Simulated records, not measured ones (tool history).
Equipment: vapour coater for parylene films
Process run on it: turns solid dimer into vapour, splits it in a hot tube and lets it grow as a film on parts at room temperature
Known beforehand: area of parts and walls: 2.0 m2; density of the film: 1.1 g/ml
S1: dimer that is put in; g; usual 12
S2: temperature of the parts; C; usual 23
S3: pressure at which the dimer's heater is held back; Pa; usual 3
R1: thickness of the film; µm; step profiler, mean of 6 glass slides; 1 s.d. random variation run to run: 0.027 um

| run | hour | S1 | S2 | S3 | R1 |
|---|---|---|---|---|---|
| 1 | 0 | 12 | 23 | 3 | 3.66 |
| 2 | 30.2 | 12 | 23 | 3 | 3.68 |
| 3 | 44 | 12 | 23 | 3 | 3.68 |
| 4 | 58.6 | 16 | 23 | 3 | 4.85 |
| 5 | 71.9 | 16 | 23 | 3 | 4.82 |
| 6 | 88.7 | 16 | 23 | 3 | 4.85 |
| 7 | 105.1 | 12 | 23 | 3 | 3.62 |
| 8 | 121 | 12 | 23 | 8.9 | 3.04 |
| 9 | 133.9 | 12 | 15 | 3 | 4.49 |
| 10 | 160.6 | 12 | 15 | 3 | 4.53 |
| 11 | 174.2 | 12 | 15 | 3 | 4.52 |
| 12 | 198 | 12 | 23 | 3 | 3.62 |
| 13 | 212.8 | 12 | 23 | 3 | 3.57 |
| 14 | 232.1 | 12 | 23 | 3 | 3.55 |
| 15 | 249.6 | 12 | 23 | 3 | 3.58 |
| 16 | 276.2 | 12 | 17 | 4.33 | 4.01 |
| 17 | 293.8 | 13 | 33 | 5.54 | 2.68 |
|  | 299.5 | trap's valve overhauled |
| 18 | 315 | 5 | 19 | 2.42 | 1.7 |

Run 19 is up next; what results do you expect?
| 19 | 333.7 | 18 | 23 | 6.77 | ? |

R1: 4.66 µm
Had the tool carried no hidden state, the very same run would have given R1 4.97 µm.
